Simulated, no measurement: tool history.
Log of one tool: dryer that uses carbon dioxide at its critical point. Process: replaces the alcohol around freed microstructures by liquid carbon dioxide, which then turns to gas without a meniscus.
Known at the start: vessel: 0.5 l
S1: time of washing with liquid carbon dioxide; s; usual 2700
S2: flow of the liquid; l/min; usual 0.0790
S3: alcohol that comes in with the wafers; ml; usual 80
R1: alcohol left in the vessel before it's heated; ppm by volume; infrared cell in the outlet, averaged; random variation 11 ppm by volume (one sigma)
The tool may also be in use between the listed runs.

run,hour,S1,S2,S3,R1
1,0.0,2700,0.0790,80,751
2,13.3,2700,0.0790,80,746
3,22.3,2700,0.0790,80,764
4,42.0,2700,0.0790,80,762
5,50.5,2700,0.0790,80,769
6,67.1,3480,0.0790,80,200
7,77.7,2700,0.0790,80,792
8,91.9,2160,0.1155,80,365
9,108.6,1920,0.0518,26,4366
10,124.7,2160,0.0675,105,5529
11,141.6,2160,0.0675,105,5598
12,156.4,3900,0.0480,24,484
13,170.2,1920,0.0480,23,4612
14,179.5,3600,0.0510,48,1031

4 ways to go on from here, each from the tool as it stands after run 14. What would each give?
A,197.9,2700,0.0507,80,?
B,197.9,1740,0.0510,48,?
C,197.9,3840,0.1178,37,?
D,197.9,3600,0.0904,48,?

run,R1
A,5433
B,10856
C,47
D,78
Without the tool's hidden state the same runs would have given:
run,R1
A,4377
B,9449
C,8
D,28
